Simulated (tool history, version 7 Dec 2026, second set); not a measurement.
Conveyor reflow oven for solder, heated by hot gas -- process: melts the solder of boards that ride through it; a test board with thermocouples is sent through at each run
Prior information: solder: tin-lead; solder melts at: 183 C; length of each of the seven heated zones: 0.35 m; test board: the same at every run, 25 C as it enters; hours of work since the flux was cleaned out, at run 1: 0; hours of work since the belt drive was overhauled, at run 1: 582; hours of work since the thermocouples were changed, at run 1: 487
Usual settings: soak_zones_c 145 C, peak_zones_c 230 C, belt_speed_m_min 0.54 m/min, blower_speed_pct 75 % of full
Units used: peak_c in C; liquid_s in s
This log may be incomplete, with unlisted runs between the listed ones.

run	hour	soak_zones_c	peak_zones_c	belt_speed_m_min	blower_speed_pct	hours of work since the flux was cleaned out	hours of work since the belt drive was overhauled	hours of work since the thermocouples were changed	peak_c	liquid_s
1	0	145	230	0.54	75	0	582	487	215.9	60.2
2	71.2	156	230	0.54	75	51	633	538	218.2	66.9
3	169.9	145	230	0.54	86	122	704	609	216.5	61.7
4	239.1	156	230	0.54	86	172	754	658	219.2	67.3
5	286.4	145	230	0.54	75	205	788	692	216	59.9
# hour 343.7: belt drive overhauled, speed set with a stopwatch
6	370.6	145	230	0.54	75	263	19	750	216.7	61
7	414.1	145	230	0.54	75	294	50	781	216.9	59.9
8	478.4	145	230	0.54	75	340	97	827	216.5	60.8
9	554.9	145	244	0.54	75	395	151	882	228	68.3
10	610.2	145	244	0.54	75	435	191	922	228.3	69
# hour 651.1: thermocouples of zones 6 and 7 changed
# hour 671.4: flux residue cleaned out of gas plates and filters
11	708.7	152	238	0.54	82	27	257	38	225.1	69.3
12	775.6	152	238	0.54	82	75	305	86	225.8	69.2
13	821.6	145	241	0.54	64	108	338	119	224	65.3
14	863.7	155	232	0.477	89	138	368	149	223.9	79.9
15	954.8	155	232	0.477	89	203	433	214	223.1	79.7
16	1000.1	159	230	0.54	72	236	466	247	218.4	68
17	1042.2	145	223	0.54	75	266	496	277	210	55.2

Here are 4 independent what-if runs from the current tool condition. What would each one return?
A	1105	145	222	0.54	75	311	541	322	?	?
B	1105	153	223	0.547	70	311	541	322	?	?
C	1105	145	230	0.48	75	311	541	322	?	?
D	1105	142	235	0.499	75	311	541	322	?	?

run	peak_c	liquid_s
A	209.5	53.9
B	211.2	57.7
C	218.5	71.2
D	221.7	69.5
Stripped of hidden state, with their random variation kept, the same runs would have yielded:
run	peak_c	liquid_s
A	209.7	54.1
B	211.4	57.8
C	218.6	71.3
D	221.8	69.6

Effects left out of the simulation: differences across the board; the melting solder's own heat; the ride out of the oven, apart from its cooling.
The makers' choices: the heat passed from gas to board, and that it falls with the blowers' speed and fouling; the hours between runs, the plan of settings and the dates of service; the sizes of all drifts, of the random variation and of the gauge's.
